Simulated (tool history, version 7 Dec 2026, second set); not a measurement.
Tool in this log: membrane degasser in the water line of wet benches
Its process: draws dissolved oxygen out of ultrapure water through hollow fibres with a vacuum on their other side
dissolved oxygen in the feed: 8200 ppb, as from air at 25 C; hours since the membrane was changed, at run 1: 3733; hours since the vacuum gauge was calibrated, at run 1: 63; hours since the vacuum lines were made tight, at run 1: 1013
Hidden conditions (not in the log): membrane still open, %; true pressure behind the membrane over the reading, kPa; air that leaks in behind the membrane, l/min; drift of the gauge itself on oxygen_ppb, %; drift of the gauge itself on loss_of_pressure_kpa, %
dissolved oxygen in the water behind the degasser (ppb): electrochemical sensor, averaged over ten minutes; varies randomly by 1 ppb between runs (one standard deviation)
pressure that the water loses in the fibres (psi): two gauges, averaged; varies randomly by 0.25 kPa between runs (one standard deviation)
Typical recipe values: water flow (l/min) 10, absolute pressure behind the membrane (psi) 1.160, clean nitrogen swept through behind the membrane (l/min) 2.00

| run | hour | water flow (l/min) | absolute pressure behind the membrane (psi) | clean nitrogen swept through behind the membrane (l/min) | hours since the membrane was changed | hours since the vacuum gauge was calibrated | hours since the vacuum lines were made tight | dissolved oxygen in the water behind the degasser (ppb) | pressure that the water loses in the fibres (psi) |
|---|---|---|---|---|---|---|---|---|---|
| 1 | 0.0 | 10 | 1.160 | 2.00 | 3733 | 63 | 1013 | 104.0 | 9.905 |
| 2 | 216.5 | 10 | 1.160 | 2.00 | 3950 | 280 | 1230 | 102.9 | 9.919 |
| 3 | 345.8 | 10 | 1.160 | 2.00 | 4079 | 409 | 1359 | 104.4 | 9.992 |
| 4 | 492.9 | 13 | 1.160 | 2.00 | 4226 | 556 | 1506 | 188.4 | 12.903 |
| 5 | 737.6 | 13 | 1.160 | 2.00 | 4471 | 801 | 1751 | 190.4 | 12.943 |
| 6 | 957.3 | 13 | 1.160 | 2.00 | 4691 | 1021 | 1971 | 188.9 | 12.940 |
| 7 | 1167.3 | 10 | 0.960 | 2.00 | 4901 | 1231 | 2181 | 93.6 | 10.032 |
| 8 | 1352.4 | 10 | 0.960 | 2.00 | 5086 | 1416 | 2366 | 92.4 | 10.031 |
| 9 | 1476.3 | 15 | 1.871 | 0.91 | 5210 | 1540 | 2490 | 530.2 | 14.930 |
| 10 | 1593.8 | 8 | 1.871 | 1.48 | 5327 | 1657 | 2607 | 153.7 | 8.061 |
| 11 | 1747.0 | 12 | 0.808 | 0.87 | 5480 | 1811 | 2760 | 172.3 | 12.058 |
| 12 | 1968.1 | 12 | 0.808 | 0.87 | 5701 | 2032 | 2981 | 174.6 | 11.993 |
| 13 | 2076.2 | 12 | 0.808 | 0.87 | 5809 | 2140 | 3090 | 175.6 | 12.019 |
| 14 | 2248.4 | 12 | 0.808 | 0.87 | 5982 | 2312 | 3262 | 176.9 | 12.112 |
| 15 | 2496.3 | 10 | 1.056 | 3.42 | 6230 | 2560 | 3510 | 83.0 | 10.131 |
| 16 | 2741.1 | 9 | 2.408 | 0.91 | 6474 | 2805 | 3754 | 361.0 | 9.137 |

Hidden state or all else? Some run-to-run changes of dissolved oxygen in the water behind the degasser (ppb), split into what the settings, what came in and random variation would give without the hidden state, and what is left for the hidden state (with any gauge scatter that isn't in both results):
Run 8 -> 9: water flow (l/min) 10 -> 15, absolute pressure behind the membrane (psi) 0.960 -> 1.871, clean nitrogen swept through behind the membrane (l/min) 2.00 -> 0.91. dissolved oxygen in the water behind the degasser (ppb) +437.8: hidden state +25.2, all else +412.6.

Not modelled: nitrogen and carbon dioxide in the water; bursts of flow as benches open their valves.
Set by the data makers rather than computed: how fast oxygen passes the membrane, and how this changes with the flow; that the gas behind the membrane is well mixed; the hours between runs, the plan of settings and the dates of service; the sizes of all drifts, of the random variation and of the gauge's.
